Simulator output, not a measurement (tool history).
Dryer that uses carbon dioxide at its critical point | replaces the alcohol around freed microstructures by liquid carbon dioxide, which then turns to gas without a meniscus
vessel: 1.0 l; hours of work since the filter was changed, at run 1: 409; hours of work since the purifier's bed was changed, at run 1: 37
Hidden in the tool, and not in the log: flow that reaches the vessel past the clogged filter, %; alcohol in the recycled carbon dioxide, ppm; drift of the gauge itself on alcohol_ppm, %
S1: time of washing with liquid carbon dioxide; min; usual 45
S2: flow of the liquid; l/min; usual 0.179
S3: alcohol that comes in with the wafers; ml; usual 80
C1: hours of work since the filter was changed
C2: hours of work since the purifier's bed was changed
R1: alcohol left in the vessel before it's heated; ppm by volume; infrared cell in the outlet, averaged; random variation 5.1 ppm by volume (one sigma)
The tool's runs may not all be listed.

run	day	S1	S2	S3	C1	C2	R1
1	0	45	0.179	80	409	37	189
2	1.321	45	0.179	80	430	58	200
3	3.204	45	0.179	80	460	88	227
4	4.917	31	0.179	80	487	116	1325
5	6.442	31	0.179	80	511	140	1351
# day 7.921: inlet filter changed
6	8.738	31	0.179	80	13	176	744
7	11.162	31	0.179	80	52	214	776
8	13.642	44	0.179	80	91	254	185
9	14.962	44	0.179	80	112	275	195
10	16.275	44	0.179	80	133	295	208
11	18.383	45	0.147	80	166	329	422
12	19.688	45	0.212	80	187	350	136
13	21.846	45	0.212	80	221	384	143
14	23.854	45	0.212	80	253	416	155
15	25.992	45	0.212	80	287	450	170
16	27.621	45	0.212	80	313	476	188
17	30.058	29	0.212	80	352	515	843
18	32.217	29	0.212	82	386	549	893
19	34.117	45	0.179	80	416	579	338
20	36.017	45	0.179	80	447	609	347
21	38.1	45	0.179	80	480	642	379
22	39.446	45	0.179	80	501	664	397
23	40.633	32	0.179	80	520	683	1373
# day 41.538: inlet filter changed
24	42.421	71	0.179	80	14	710	218
25	44.871	34	0.112	104	53	749	3998
26	46.796	34	0.112	104	84	780	4233
27	48.896	67	0.273	80	117	813	236
28	51.279	45	0.132	26	155	851	439
29	52.688	45	0.132	26	177	874	453
# day 53.271: purifier's bed changed
30	55.038	66	0.186	80	213	28	5
31	56.738	42	0.179	45	240	55	136
32	58.679	49	0.21	55	271	86	54
33	61.196	49	0.21	55	311	126	54
34	62.962	39	0.123	55	339	154	1273
35	64.212	36	0.231	55	358	174	145
36	65.492	53	0.231	55	379	194	75
37	66.7	53	0.231	55	398	213	80
38	68.262	53	0.231	55	423	238	87
39	69.338	53	0.231	55	440	255	91
40	71.042	53	0.231	55	467	283	90
41	72.7	53	0.231	55	493	309	99
42	74.346	30	0.231	55	520	335	438
# day 75.338: inlet filter changed
43	75.729	30	0.231	55	6	356	260
44	78.096	45	0.146	80	44	394	402
45	79.942	45	0.146	80	73	423	430
46	82.392	47	0.22	33	112	462	147
47	84.871	41	0.126	80	152	502	1210

3 ways to go on from here, each from the tool as it stands after run 47. What would each give?
A	86.667	41	0.241	80	180	530	?
B	86.667	45	0.179	78	180	530	?
C	86.667	41	0.179	80	180	530	?

run	R1
A	188
B	263
C	358
Without the tool's hidden state the same runs would have given:
run	R1
A	22
B	71
C	148
